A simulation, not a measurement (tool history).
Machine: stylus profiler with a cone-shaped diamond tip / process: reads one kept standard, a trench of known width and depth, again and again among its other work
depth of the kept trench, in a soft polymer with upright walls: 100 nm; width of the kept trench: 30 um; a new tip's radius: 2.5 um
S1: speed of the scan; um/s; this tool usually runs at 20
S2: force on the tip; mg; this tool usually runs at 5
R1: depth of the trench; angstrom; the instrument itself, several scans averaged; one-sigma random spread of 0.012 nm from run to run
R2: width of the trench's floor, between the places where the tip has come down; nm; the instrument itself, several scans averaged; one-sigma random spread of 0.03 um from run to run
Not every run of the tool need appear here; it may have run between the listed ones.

run	day	S1	S2	R1	R2
1	0	20	5	1025.7	28430
2	1.246	20	5	1025.9	28410
3	1.912	20	5	1026	28440
4	2.575	20	5	1025.6	28390
5	3.629	20	5	1025.7	28340
6	4.912	6	5	1025.8	28390
# day 5.046: height scale calibrated on a step standard
7	5.996	6	5	1024.9	28440
8	7.271	6	5	1024.9	28460
9	8.375	6	5	1025.1	28420
# day 9.1: height scale calibrated on a step standard, once more
10	9.183	20	13.46	1052.6	28410

What will run 11 give?
11	10.208	20	13.46	?	?

R1: 1052.4 angstrom
R2: 28410 nm
Had the tool carried no hidden state, the very same run would have given R1 1052.8 angstrom, R2 28570 nm.

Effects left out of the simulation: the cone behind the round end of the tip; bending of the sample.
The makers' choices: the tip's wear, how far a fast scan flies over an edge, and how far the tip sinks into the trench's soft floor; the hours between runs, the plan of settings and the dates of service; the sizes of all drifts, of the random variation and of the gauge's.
